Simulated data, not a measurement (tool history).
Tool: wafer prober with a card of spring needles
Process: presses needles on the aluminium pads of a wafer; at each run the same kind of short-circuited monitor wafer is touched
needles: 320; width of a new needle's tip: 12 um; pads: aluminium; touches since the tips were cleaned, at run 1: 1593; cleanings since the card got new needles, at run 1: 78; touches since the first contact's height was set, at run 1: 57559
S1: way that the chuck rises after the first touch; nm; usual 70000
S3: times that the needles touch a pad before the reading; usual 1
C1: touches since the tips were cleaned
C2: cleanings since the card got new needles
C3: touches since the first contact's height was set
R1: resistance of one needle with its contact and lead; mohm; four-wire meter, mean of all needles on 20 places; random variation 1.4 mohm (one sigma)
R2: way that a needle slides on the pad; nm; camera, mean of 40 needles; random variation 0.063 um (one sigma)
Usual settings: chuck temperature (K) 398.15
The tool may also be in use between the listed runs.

run 1 hour=0.0 | S1=70000 chuck_temperature_(K)=398.15 S3=1 | C1=1593 C2=78 C3=57559 | R1=126 R2=15390
-- hour=3.1 tips cleaned on abrasive film
-- hour=8.8 tips cleaned on abrasive film
run 2 hour=11.4 | S1=70000 chuck_temperature_(K)=398.15 S3=1 | C1=1311 C2=80 C3=63198 | R1=127 R2=15320
-- hour=14.8 tips cleaned on abrasive film
-- hour=15.1 height of the first contact set anew
-- hour=20.6 tips cleaned on abrasive film
run 3 hour=23.5 | S1=70000 chuck_temperature_(K)=398.15 S3=1 | C1=1435 C2=82 C3=4184 | R1=129 R2=15390
-- hour=26.8 tips cleaned on abrasive film
-- hour=33.1 tips cleaned on abrasive film
run 4 hour=37.5 | S1=70000 chuck_temperature_(K)=398.15 S3=1 | C1=2231 C2=84 C3=11159 | R1=128 R2=15270
-- hour=39.2 tips cleaned on abrasive film
-- hour=45.9 tips cleaned on abrasive film
-- hour=51.3 tips cleaned on abrasive film
run 5 hour=51.3 | S1=70000 chuck_temperature_(K)=398.15 S3=1 | C1=0 C2=87 C3=18010 | R1=124 R2=15510
-- hour=57.0 tips cleaned on abrasive film
run 6 hour=59.3 | S1=70000 chuck_temperature_(K)=302.15 S3=1 | C1=1146 C2=88 C3=21961 | R1=112 R2=15280
-- hour=62.5 tips cleaned on abrasive film
-- hour=68.0 tips cleaned on abrasive film
run 7 hour=71.1 | S1=70000 chuck_temperature_(K)=398.15 S3=1 | C1=1553 C2=90 C3=27814 | R1=126 R2=15290
-- hour=74.5 tips cleaned on abrasive film
-- hour=80.3 tips cleaned on abrasive film
run 8 hour=85.3 | S1=70000 chuck_temperature_(K)=398.15 S3=1 | C1=2535 C2=92 C3=34934 | R1=129 R2=15430
-- hour=86.5 tips cleaned on abrasive film
-- hour=92.1 tips cleaned on abrasive film
-- hour=97.9 tips cleaned on abrasive film
run 9 hour=99.6 | S1=70000 chuck_temperature_(K)=398.15 S3=1 | C1=833 C2=95 C3=41971 | R1=127 R2=15320
-- hour=103.8 tips cleaned on abrasive film
-- hour=109.7 tips cleaned on abrasive film
run 10 hour=109.7 | S1=70000 chuck_temperature_(K)=398.15 S3=1 | C1=0 C2=97 C3=46974 | R1=126 R2=15420
-- hour=115.7 tips cleaned on abrasive film
run 11 hour=120.7 | S1=70000 chuck_temperature_(K)=398.15 S3=2 | C1=2556 C2=98 C3=52516 | R1=127 R2=15270
-- hour=122.2 tips cleaned on abrasive film
-- hour=128.0 tips cleaned on abrasive film
run 12 hour=128.0 | S1=85000 chuck_temperature_(K)=398.15 S3=1 | C1=0 C2=100 C3=56079 | R1=122 R2=18570
-- hour=133.8 tips cleaned on abrasive film
run 13 hour=137.4 | S1=70000 chuck_temperature_(K)=398.15 S3=2 | C1=1800 C2=101 C3=60773 | R1=128 R2=15300
-- hour=139.7 tips cleaned on abrasive film
-- hour=145.6 tips cleaned on abrasive film
-- hour=145.9 height of the first contact set anew
-- hour=151.6 tips cleaned on abrasive film
run 14 hour=153.2 | S1=70000 chuck_temperature_(K)=398.15 S3=2 | C1=816 C2=104 C3=3642 | R1=127 R2=15190
-- hour=158.0 tips cleaned on abrasive film
-- hour=164.1 tips cleaned on abrasive film
run 15 hour=168.0 | S1=70000 chuck_temperature_(K)=398.15 S3=1 | C1=1957 C2=106 C3=10984 | R1=127 R2=15340

Forecast run 16:
-- hour=170.2 tips cleaned on abrasive film
-- hour=176.2 tips cleaned on abrasive film
run 16 hour=178.7 | S1=70000 chuck_temperature_(K)=398.15 S3=1 | C1=1250 C2=108 C3=16313 | R1=? R2=?

R1: 125 mohm
R2: 15360 nm
Without the tool's hidden state the same run would have given R1 125 mohm, R2 15360 nm.
